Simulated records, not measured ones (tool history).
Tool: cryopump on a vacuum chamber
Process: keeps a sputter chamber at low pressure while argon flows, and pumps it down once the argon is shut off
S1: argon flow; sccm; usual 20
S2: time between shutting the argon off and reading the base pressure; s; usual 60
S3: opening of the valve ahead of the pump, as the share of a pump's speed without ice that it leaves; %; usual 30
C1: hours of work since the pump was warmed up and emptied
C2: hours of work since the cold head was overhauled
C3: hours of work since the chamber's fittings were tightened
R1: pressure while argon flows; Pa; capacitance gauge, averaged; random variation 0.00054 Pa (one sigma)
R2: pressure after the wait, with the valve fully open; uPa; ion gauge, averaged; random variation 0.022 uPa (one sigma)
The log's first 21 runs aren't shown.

Run 22, hour 392.3: usual settings but S2 278 s; C1 414; C2 414; C3 3265. Result: R1 0.052 Pa, R2 1 uPa.
Run 23, hour 409.5: usual settings but S2 278 s; C1 424; C2 424; C3 3275. Result: R1 0.0524 Pa, R2 1.01 uPa.
Run 24, hour 435.9: usual settings but S2 278 s; C1 440; C2 440; C3 3291. Result: R1 0.053 Pa, R2 0.98 uPa.
Run 25, hour 454.6: usual settings but S1 23 sccm, S2 137 s, S3 29 %; C1 451; C2 451; C3 3302. Result: R1 0.0638 Pa, R2 1.12 uPa.
Run 26, hour 481.2: usual settings but S1 23 sccm, S2 137 s, S3 29 %; C1 467; C2 467; C3 3318. Result: R1 0.0625 Pa, R2 1.13 uPa.
Run 27, hour 504.9: usual settings but S1 23 sccm, S2 137 s, S3 29 %; C1 482; C2 482; C3 3332. Result: R1 0.0626 Pa, R2 1.2 uPa.
Run 28, hour 521.8: usual settings but S1 23 sccm, S2 137 s, S3 29 %; C1 492; C2 492; C3 3342. Result: R1 0.0634 Pa, R2 1.13 uPa.
Run 29, hour 544.8: usual settings but S1 23 sccm, S2 137 s, S3 29 %; C1 505; C2 505; C3 3356. Result: R1 0.0635 Pa, R2 1.16 uPa.
Run 30, hour 559.1: usual settings but S1 31 sccm, S2 121 s, S3 22 %; C1 514; C2 514; C3 3365. Result: R1 0.1115 Pa, R2 1.18 uPa.
Run 31, hour 578.1: usual settings but S1 17 sccm, S2 82 s; C1 525; C2 525; C3 3376. Result: R1 0.0453 Pa, R2 1.28 uPa.
Run 32, hour 593: usual settings but S1 17 sccm, S2 49 s, S3 50 %; C1 534; C2 534; C3 3385. Result: R1 0.0279 Pa, R2 1.54 uPa.
Run 33, hour 618.6: usual settings but S1 24 sccm, S2 27 s, S3 21 %; C1 550; C2 550; C3 3400. Result: R1 0.0911 Pa, R2 1.89 uPa.
Run 34, hour 633.2: usual settings but S1 32 sccm, S2 95 s, S3 33 %; C1 558; C2 558; C3 3409. Result: R1 0.0781 Pa, R2 1.26 uPa.

Forecast each of these 3 alternatives for the next run:
Run A, hour 654.3: usual settings but S2 111 s, S3 60 %; C1 571; C2 571; C3 3422. Result: R1 ?, R2 ?.
Run B, hour 654.3: usual settings but S1 32 sccm, S2 95 s, S3 31 %; C1 571; C2 571; C3 3422. Result: R1 ?, R2 ?.
Run C, hour 654.3: usual settings but S1 9 sccm, S2 249 s, S3 16 %; C1 571; C2 571; C3 3422. Result: R1 ?, R2 ?.

run      R1    R2
  A  0.0285  1.23
  B  0.0835  1.27
  C  0.0444  1.06
Without the tool's hidden state the same runs would have given:
run      R1    R2
  A   0.025  0.36
  B  0.0778   0.4
  C  0.0428  0.21
